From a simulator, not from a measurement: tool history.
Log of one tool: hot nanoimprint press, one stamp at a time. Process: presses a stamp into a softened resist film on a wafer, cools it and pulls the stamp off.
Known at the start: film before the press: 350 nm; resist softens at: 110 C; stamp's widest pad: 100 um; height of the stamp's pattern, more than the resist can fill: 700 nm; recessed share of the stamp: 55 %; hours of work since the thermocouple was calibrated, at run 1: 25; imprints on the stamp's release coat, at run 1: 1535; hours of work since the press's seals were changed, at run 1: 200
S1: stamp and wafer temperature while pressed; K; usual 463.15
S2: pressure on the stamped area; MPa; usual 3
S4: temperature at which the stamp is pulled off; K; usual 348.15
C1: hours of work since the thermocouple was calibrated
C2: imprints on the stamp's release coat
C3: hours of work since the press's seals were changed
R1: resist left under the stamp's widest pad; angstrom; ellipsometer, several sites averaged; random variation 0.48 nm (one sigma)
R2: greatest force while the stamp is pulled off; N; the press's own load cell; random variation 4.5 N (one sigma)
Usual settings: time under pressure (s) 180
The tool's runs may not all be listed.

{"run": 1, "hour": 0.0, "S1": 463.15, "S2": 3, "time under pressure (s)": 180, "S4": 348.15, "C1": 25, "C2": 1535, "C3": 200, "R1": 1490, "R2": 349}
{"run": 2, "hour": 6.7, "S1": 463.15, "S2": 3, "time under pressure (s)": 180, "S4": 348.15, "C1": 29, "C2": 1554, "C3": 204, "R1": 1487, "R2": 351}
{"run": 3, "hour": 11.0, "S1": 463.15, "S2": 3, "time under pressure (s)": 180, "S4": 348.15, "C1": 32, "C2": 1567, "C3": 207, "R1": 1492, "R2": 364}
{"run": 4, "hour": 15.6, "S1": 463.15, "S2": 3, "time under pressure (s)": 180, "S4": 340.15, "C1": 36, "C2": 1580, "C3": 211, "R1": 1490, "R2": 393}
{"hour": 23.8, "done": "stamp cleaned and given a new release coat"}
{"run": 5, "hour": 30.2, "S1": 463.15, "S2": 3, "time under pressure (s)": 180, "S4": 340.15, "C1": 42, "C2": 18, "C3": 217, "R1": 1483, "R2": 242}
{"run": 6, "hour": 38.1, "S1": 463.15, "S2": 3, "time under pressure (s)": 180, "S4": 340.15, "C1": 47, "C2": 41, "C3": 222, "R1": 1489, "R2": 244}
{"run": 7, "hour": 42.8, "S1": 463.15, "S2": 3, "time under pressure (s)": 180, "S4": 340.15, "C1": 50, "C2": 55, "C3": 225, "R1": 1486, "R2": 242}
{"run": 8, "hour": 49.1, "S1": 463.15, "S2": 3, "time under pressure (s)": 180, "S4": 340.15, "C1": 55, "C2": 73, "C3": 230, "R1": 1493, "R2": 241}
{"run": 9, "hour": 58.7, "S1": 463.15, "S2": 2.34, "time under pressure (s)": 180, "S4": 348.15, "C1": 61, "C2": 101, "C3": 236, "R1": 1665, "R2": 226}
{"run": 10, "hour": 64.5, "S1": 463.15, "S2": 2.34, "time under pressure (s)": 180, "S4": 348.15, "C1": 65, "C2": 118, "C3": 240, "R1": 1666, "R2": 229}
{"run": 11, "hour": 71.6, "S1": 463.15, "S2": 2.34, "time under pressure (s)": 180, "S4": 348.15, "C1": 70, "C2": 139, "C3": 245, "R1": 1673, "R2": 223}
{"run": 12, "hour": 80.1, "S1": 463.15, "S2": 3, "time under pressure (s)": 180, "S4": 339.15, "C1": 76, "C2": 163, "C3": 251, "R1": 1495, "R2": 257}
{"run": 13, "hour": 85.2, "S1": 463.15, "S2": 3, "time under pressure (s)": 180, "S4": 339.15, "C1": 80, "C2": 178, "C3": 255, "R1": 1483, "R2": 252}
{"run": 14, "hour": 92.2, "S1": 463.15, "S2": 3.46, "time under pressure (s)": 180, "S4": 348.15, "C1": 84, "C2": 199, "C3": 259, "R1": 1399, "R2": 229}
{"run": 15, "hour": 99.7, "S1": 463.15, "S2": 3.46, "time under pressure (s)": 180, "S4": 348.15, "C1": 90, "C2": 220, "C3": 265, "R1": 1405, "R2": 234}
{"run": 16, "hour": 105.8, "S1": 463.15, "S2": 3, "time under pressure (s)": 180, "S4": 351.15, "C1": 94, "C2": 238, "C3": 269, "R1": 1490, "R2": 236}
{"run": 17, "hour": 110.8, "S1": 468.15, "S2": 3, "time under pressure (s)": 182, "S4": 351.15, "C1": 97, "C2": 253, "C3": 272, "R1": 1235, "R2": 225}
{"hour": 114.5, "done": "plate thermocouple calibrated"}
{"run": 18, "hour": 123.7, "S1": 468.15, "S2": 3, "time under pressure (s)": 182, "S4": 351.15, "C1": 6, "C2": 281, "C3": 279, "R1": 1236, "R2": 232}
{"hour": 132.8, "done": "plate thermocouple calibrated, once more"}
{"run": 19, "hour": 133.7, "S1": 468.15, "S2": 3, "time under pressure (s)": 182, "S4": 351.15, "C1": 1, "C2": 302, "C3": 284, "R1": 1254, "R2": 238}
{"run": 20, "hour": 140.1, "S1": 467.15, "S2": 4.52, "time under pressure (s)": 182, "S4": 350.15, "C1": 5, "C2": 320, "C3": 288, "R1": 1072, "R2": 245}
{"run": 21, "hour": 146.8, "S1": 467.15, "S2": 4.52, "time under pressure (s)": 182, "S4": 350.15, "C1": 10, "C2": 340, "C3": 293, "R1": 1075, "R2": 239}

Run 22 comes next. What will it give?
{"run": 22, "hour": 153.2, "S1": 467.15, "S2": 4.52, "time under pressure (s)": 182, "S4": 350.15, "C1": 14, "C2": 359, "C3": 297, "R1": "?", "R2": "?"}

Run 22 gave R1 1077 angstrom, R2 237 N.
Without the tool's hidden state the same run would have given R1 1062 angstrom, R2 209 N.
